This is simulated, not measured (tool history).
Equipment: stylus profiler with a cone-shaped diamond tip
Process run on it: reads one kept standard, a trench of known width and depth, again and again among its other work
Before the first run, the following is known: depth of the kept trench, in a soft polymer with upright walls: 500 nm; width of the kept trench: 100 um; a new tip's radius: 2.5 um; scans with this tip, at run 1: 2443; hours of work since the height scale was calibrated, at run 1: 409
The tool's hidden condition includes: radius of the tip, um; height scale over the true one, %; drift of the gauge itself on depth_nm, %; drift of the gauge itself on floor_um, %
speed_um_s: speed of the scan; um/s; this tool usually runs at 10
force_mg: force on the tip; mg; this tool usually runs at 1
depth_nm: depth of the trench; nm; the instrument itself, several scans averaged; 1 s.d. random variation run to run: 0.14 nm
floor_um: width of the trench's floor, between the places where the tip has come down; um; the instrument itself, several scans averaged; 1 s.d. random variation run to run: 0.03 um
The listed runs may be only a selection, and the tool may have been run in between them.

| run | hour | speed_um_s | force_mg | scans with this tip | hours of work since the height scale was calibrated | depth_nm | floor_um |
|---|---|---|---|---|---|---|---|
| 1 | 0 | 10 | 1 | 2443 | 409 | 502.39 | 96.77 |
| 2 | 19.8 | 10 | 1 | 2526 | 423 | 502.39 | 96.8 |
| 3 | 32.8 | 10 | 1 | 2580 | 432 | 502.41 | 96.81 |
| 4 | 50.9 | 4 | 1 | 2655 | 445 | 502.37 | 96.79 |
| 5 | 67.3 | 10 | 0.36 | 2723 | 456 | 500.64 | 96.74 |
| 6 | 81 | 10 | 1 | 2780 | 466 | 502.48 | 96.78 |
| 7 | 92.2 | 10 | 1 | 2826 | 474 | 502.23 | 96.74 |
| 8 | 103.3 | 10 | 1 | 2872 | 481 | 502.21 | 96.73 |
| 9 | 119.4 | 10 | 1 | 2939 | 492 | 502.18 | 96.73 |
| 10 | 137.2 | 32 | 1 | 3013 | 505 | 502.32 | 96.61 |
| 11 | 147.7 | 4 | 1.16 | 3056 | 512 | 502.42 | 96.78 |
| 12 | 164.4 | 10 | 0.9 | 3126 | 524 | 501.77 | 96.77 |
| 13 | 177.1 | 4 | 1.88 | 3178 | 533 | 503.73 | 96.76 |
| 14 | 192.7 | 2 | 1.99 | 3243 | 543 | 503.89 | 96.81 |
| 15 | 206.7 | 4 | 2.1 | 3301 | 553 | 504.13 | 96.79 |
| 16 | 221 | 3 | 1 | 3360 | 563 | 502.09 | 96.75 |
| 17 | 239.3 | 2 | 0.62 | 3437 | 576 | 501.26 | 96.8 |

What would each run have given without the hidden state, its run-to-run variation left as it was?
| run | depth_nm | floor_um |
|---|---|---|
| 1 | 503.2 | 96.94 |
| 2 | 503.24 | 96.97 |
| 3 | 503.28 | 96.99 |
| 4 | 503.27 | 96.97 |
| 5 | 501.56 | 96.93 |
| 6 | 503.43 | 96.97 |
| 7 | 503.21 | 96.94 |
| 8 | 503.21 | 96.92 |
| 9 | 503.21 | 96.92 |
| 10 | 503.38 | 96.82 |
| 11 | 503.5 | 96.99 |
| 12 | 502.88 | 96.97 |
| 13 | 504.87 | 96.97 |
| 14 | 505.06 | 97.03 |
| 15 | 505.32 | 97.01 |
| 16 | 503.31 | 96.97 |
| 17 | 502.5 | 97.03 |

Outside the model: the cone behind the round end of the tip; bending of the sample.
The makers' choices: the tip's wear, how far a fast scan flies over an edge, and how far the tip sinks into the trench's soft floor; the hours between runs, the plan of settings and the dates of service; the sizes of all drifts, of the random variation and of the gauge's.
